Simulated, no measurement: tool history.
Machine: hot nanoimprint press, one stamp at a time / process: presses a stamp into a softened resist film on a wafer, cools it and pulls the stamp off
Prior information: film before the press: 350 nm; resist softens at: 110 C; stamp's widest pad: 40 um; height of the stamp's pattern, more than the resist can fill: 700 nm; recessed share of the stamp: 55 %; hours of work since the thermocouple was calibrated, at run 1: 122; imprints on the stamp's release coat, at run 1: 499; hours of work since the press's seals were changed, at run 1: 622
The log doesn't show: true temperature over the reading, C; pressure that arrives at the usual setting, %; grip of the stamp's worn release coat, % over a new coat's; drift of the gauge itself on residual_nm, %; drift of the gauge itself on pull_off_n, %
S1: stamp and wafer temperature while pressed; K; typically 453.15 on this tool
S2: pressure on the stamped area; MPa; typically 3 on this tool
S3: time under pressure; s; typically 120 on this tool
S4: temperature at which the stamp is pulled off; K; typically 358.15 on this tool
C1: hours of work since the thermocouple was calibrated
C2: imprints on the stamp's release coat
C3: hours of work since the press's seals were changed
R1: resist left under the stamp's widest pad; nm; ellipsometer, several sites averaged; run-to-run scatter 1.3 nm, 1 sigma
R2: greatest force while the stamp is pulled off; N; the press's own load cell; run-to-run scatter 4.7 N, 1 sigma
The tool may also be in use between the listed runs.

run   hour      S1    S2   S3      S4   C1   C2   C3     R1   R2
  1      0  453.15     3  120  358.15  122  499  622  204.8  259
  2   21.9  453.15     3  120  358.15  138  593  638  207.7  261
  3   36.8  453.15     3  120  358.15  149  657  649  206.4  263
      60.9  -- stamp cleaned and given a new release coat
  4   65.1  453.15     3  120  358.15  165   18  665  208.1  229
  5   79.5  453.15     3  120  358.15  176   80  676  206.9  233
  6   98.2  453.15     3  120  358.15  190  160  690  206.4  237
  7  112.5  460.15     3  120  358.15  200  221  701  165.6  245
  8  134.8  453.15  4.36  106  343.15  217  317  717  187.2  270
     139.6  -- plate thermocouple calibrated
  9  157.9  453.15  4.36  106  343.15   14  403  732  190.9  288
 10  174.7  453.15  4.36  106  343.15   26  475  744  188.3  295
 11  192.8  453.15  3.71  106  348.15   39  553  758  204.3  272
 12    206  453.15  3.71  106  348.15   49  609  767  201.4  284
 13  215.6  453.15     3   61  347.15   56  651  775  253.4  286

Predict each of these 4 candidate next runs independently; none follows another, all start after run 13:
     231.1  -- plate thermocouple calibrated, once more
     243.3  -- stamp cleaned and given a new release coat
  A  244.8  454.15     3   61  355.15   6   7  790   ?   ?
     231.1  -- plate thermocouple calibrated, once more
     243.3  -- stamp cleaned and given a new release coat
  B  244.8  453.15  2.83  120  360.15   6   7  790   ?   ?
     231.1  -- plate thermocouple calibrated, once more
     243.3  -- stamp cleaned and given a new release coat
  C  244.8  453.15     3  120  358.15   6   7  790   ?   ?
     231.1  -- plate thermocouple calibrated, once more
     243.3  -- stamp cleaned and given a new release coat
  D  244.8  453.15  2.64   79  359.15   6   7  790   ?   ?

run     R1   R2
  A  238.5  243
  B  212.1  228
  C  205.2  228
  D  242.2  224
Take away the tool's hidden state, keep each run's random variation, and the runs would have read:
run     R1   R2
  A  233.9  242
  B  207.4  227
  C  200.4  228
  D  237.9  224
